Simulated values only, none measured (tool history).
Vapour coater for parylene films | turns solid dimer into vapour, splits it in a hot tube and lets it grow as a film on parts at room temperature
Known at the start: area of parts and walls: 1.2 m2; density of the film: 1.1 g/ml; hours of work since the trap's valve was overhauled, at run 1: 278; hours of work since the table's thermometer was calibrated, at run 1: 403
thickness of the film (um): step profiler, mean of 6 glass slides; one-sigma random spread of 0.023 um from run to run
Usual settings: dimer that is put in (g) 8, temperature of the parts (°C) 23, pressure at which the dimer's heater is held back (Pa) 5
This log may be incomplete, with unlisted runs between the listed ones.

| run | day | dimer that is put in (g) | temperature of the parts (°C) | pressure at which the dimer's heater is held back (Pa) | hours of work since the trap's valve was overhauled | hours of work since the table's thermometer was calibrated | thickness of the film (um) |
|---|---|---|---|---|---|---|---|
| 1 | 0 | 8 | 23 | 5 | 278 | 403 | 4.24 |
| 2 | 1.746 | 8 | 23 | 5 | 302 | 427 | 4.22 |
| 3 | 3.438 | 8 | 23 | 5 | 324 | 450 | 4.19 |
| 4 | 4.404 | 8 | 31 | 5 | 337 | 463 | 2.93 |
| 5 | 6.171 | 8 | 31 | 8.42 | 361 | 487 | 2.72 |
| 6 | 7.646 | 8 | 31 | 3.86 | 381 | 506 | 2.97 |
| 7 | 8.575 | 8 | 31 | 3.86 | 393 | 519 | 2.95 |
|  | 9.121 | trap's valve overhauled |
| 8 | 9.521 | 8 | 31 | 3.86 | 5 | 529 | 3.25 |
| 9 | 10.538 | 8 | 31 | 3.86 | 19 | 543 | 3.21 |
| 10 | 11.929 | 8 | 23 | 5 | 38 | 562 | 4.44 |
| 11 | 13.762 | 6 | 32 | 8.46 | 63 | 587 | 2.08 |
| 12 | 14.6 | 6 | 32 | 8.46 | 74 | 598 | 2.07 |
| 13 | 16.154 | 6 | 32 | 8.46 | 95 | 619 | 2.1 |
|  | 16.329 | table's thermometer calibrated |
| 14 | 17.971 | 6 | 32 | 8.46 | 119 | 22 | 2.04 |
| 15 | 18.758 | 6 | 32 | 8.46 | 129 | 33 | 2.07 |
| 16 | 19.962 | 6 | 32 | 8.46 | 145 | 49 | 2.04 |
| 17 | 21.058 | 6 | 32 | 8.46 | 160 | 64 | 2.02 |
| 18 | 22.433 | 6 | 32 | 8.46 | 179 | 82 | 2.03 |
| 19 | 23.371 | 10 | 17 | 4.35 | 191 | 95 | 7.01 |

5 ways to go on from here, each from the tool as it stands after run 19. What would each give?
| A | 25.225 | 8 | 18 | 5.38 | 216 | 120 | ? |
| B | 25.225 | 10 | 28 | 4.35 | 216 | 120 | ? |
| C | 25.225 | 10 | 17 | 6.07 | 216 | 120 | ? |
| D | 25.225 | 3 | 33 | 4.89 | 216 | 120 | ? |
| E | 25.225 | 4 | 17 | 4.35 | 216 | 120 | ? |

| run | thickness of the film (um) |
|---|---|
| A | 5.18 |
| B | 4.29 |
| C | 6.72 |
| D | 1.03 |
| E | 2.82 |
With the hidden condition removed and each run's random variation left untouched, the same runs would have given:
| run | thickness of the film (um) |
|---|---|
| A | 5.64 |
| B | 4.66 |
| C | 7.31 |
| D | 1.11 |
| E | 3 |

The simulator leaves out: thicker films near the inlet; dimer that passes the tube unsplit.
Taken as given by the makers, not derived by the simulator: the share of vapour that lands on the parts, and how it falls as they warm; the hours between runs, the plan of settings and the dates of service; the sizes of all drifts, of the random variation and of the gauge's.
